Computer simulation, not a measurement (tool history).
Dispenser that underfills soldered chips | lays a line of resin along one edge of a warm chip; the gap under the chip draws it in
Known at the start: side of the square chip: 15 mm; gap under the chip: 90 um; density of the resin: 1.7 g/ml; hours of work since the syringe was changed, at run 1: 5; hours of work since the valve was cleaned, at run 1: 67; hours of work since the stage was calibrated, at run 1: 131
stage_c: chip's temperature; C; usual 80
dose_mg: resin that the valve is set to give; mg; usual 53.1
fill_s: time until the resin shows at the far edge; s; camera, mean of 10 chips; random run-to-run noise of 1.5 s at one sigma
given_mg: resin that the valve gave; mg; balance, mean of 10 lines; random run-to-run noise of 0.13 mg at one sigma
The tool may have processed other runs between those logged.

| run | day | stage_c | dose_mg | hours of work since the syringe was changed | hours of work since the valve was cleaned | hours of work since the stage was calibrated | fill_s | given_mg |
|---|---|---|---|---|---|---|---|---|
| 1 | 0 | 80 | 53.1 | 5 | 67 | 131 | 187.2 | 51.93 |
| 2 | 0.121 | 80 | 53.1 | 7 | 69 | 133 | 211.1 | 51.89 |
| 3 | 0.308 | 80 | 53.1 | 10 | 72 | 136 | 250.6 | 51.73 |
|  | 0.442 | new syringe of resin |
| 4 | 0.45 | 80 | 53.1 | 0 | 74 | 138 | 142 | 51.89 |
| 5 | 0.55 | 80 | 53.1 | 2 | 75 | 139 | 158.9 | 51.69 |
| 6 | 0.712 | 80 | 53.1 | 4 | 78 | 142 | 180.8 | 51.67 |
| 7 | 0.875 | 80 | 53.1 | 7 | 81 | 145 | 211.9 | 51.76 |
| 8 | 1.071 | 80 | 53.1 | 10 | 84 | 148 | 247.3 | 51.72 |
| 9 | 1.158 | 80 | 53.1 | 11 | 85 | 149 | 268.4 | 51.21 |
|  | 1.188 | new syringe of resin |
| 10 | 1.292 | 80 | 53.1 | 2 | 87 | 151 | 154.1 | 51.46 |
| 11 | 1.5 | 80 | 53.1 | 5 | 90 | 154 | 186.9 | 51.4 |
| 12 | 1.679 | 80 | 53.1 | 8 | 93 | 157 | 219.9 | 51.42 |
| 13 | 1.85 | 80 | 53.1 | 10 | 96 | 160 | 258.8 | 51.36 |
|  | 1.933 | new syringe of resin |
| 14 | 1.975 | 80 | 53.1 | 1 | 98 | 162 | 151.6 | 51.46 |
| 15 | 2.129 | 65 | 51.3 | 3 | 100 | 164 | 357.1 | 49.34 |
| 16 | 2.225 | 65 | 51.3 | 5 | 102 | 165 | 384.6 | 49.45 |
| 17 | 2.333 | 82 | 49.1 | 6 | 103 | 167 | 195.4 | 47.39 |
| 18 | 2.508 | 89 | 58.5 | 9 | 106 | 170 | 160.9 | 56.49 |
|  | 2.675 | new syringe of resin |
| 19 | 2.721 | 89 | 58.5 | 1 | 109 | 173 | 97.7 | 56.3 |
| 20 | 2.812 | 70 | 68.1 | 2 | 111 | 175 | 255.8 | 65.49 |
| 21 | 2.946 | 75 | 68.1 | 4 | 113 | 177 | 226.8 | 65.25 |
| 22 | 3.083 | 86 | 53.1 | 6 | 115 | 179 | 155.7 | 50.95 |
| 23 | 3.262 | 85 | 68.6 | 9 | 118 | 182 | 191.5 | 65.63 |
| 24 | 3.379 | 76 | 51.9 | 11 | 120 | 183 | 329.1 | 49.93 |
|  | 3.408 | new syringe of resin |
| 25 | 3.512 | 90 | 49 | 2 | 121 | 185 | 98.9 | 46.94 |
| 26 | 3.696 | 76 | 59.1 | 4 | 124 | 188 | 215.8 | 56.56 |
|  | 3.929 | dispensing valve cleaned and set on the balance |
| 27 | 3.929 | 82 | 50.7 | 8 | 0 | 191 | 197.3 | 50.71 |

What differs in the tool's unlogged condition from the final listed run ahead of each entry between runs to the first listed run following it?
In the gap between runs 3 and 4: new syringe of resin (day 0.442)
  resin's viscosity, % of fresh resin's: 177.1 -> 100.8; dose that the valve gives, % of what is set: 97.62 -> 97.54
  measured value less the no-hidden-state value, fill_s: +106.2 -> -1.8 s; given_mg: -1.27 -> -1.31 mg
In the gap between runs 9 and 10: new syringe of resin (day 1.188)
  resin's viscosity, % of fresh resin's: 193.5 -> 109.9; dose that the valve gives, % of what is set: 97.11 -> 97.05; true chip temperature over the reading, C: 0.55 -> 0.56
  measured value less the no-hidden-state value, fill_s: +126.8 -> +10.9 s; given_mg: -1.52 -> -1.57 mg
In the gap between runs 13 and 14: new syringe of resin (day 1.933)
  resin's viscosity, % of fresh resin's: 183 -> 106.1; dose that the valve gives, % of what is set: 96.72 -> 96.65
  measured value less the no-hidden-state value, fill_s: +114 -> +5.6 s; given_mg: -1.74 -> -1.78 mg
In the gap between runs 18 and 19: new syringe of resin (day 2.675)
  resin's viscosity, % of fresh resin's: 172.6 -> 105.8; dose that the valve gives, % of what is set: 96.34 -> 96.22
  measured value less the no-hidden-state value, fill_s: +65.5 -> +3.2 s; given_mg: -2.14 -> -2.22 mg
In the gap between runs 24 and 25: new syringe of resin (day 3.408)
  resin's viscosity, % of fresh resin's: 193.2 -> 109.2; dose that the valve gives, % of what is set: 95.86 -> 95.79
  measured value less the no-hidden-state value, fill_s: +154.8 -> +6.6 s; given_mg: -2.17 -> -2.07 mg
In the gap between runs 26 and 27: dispensing valve cleaned and set on the balance (day 3.929)
  resin's viscosity, % of fresh resin's: 128.9 -> 154; dose that the valve gives, % of what is set: 95.68 -> 100.3; true chip temperature over the reading, C: 0.65 -> 0.66
  measured value less the no-hidden-state value, fill_s: +43.8 -> +65.1 s; given_mg: -2.56 -> +0.15 mg
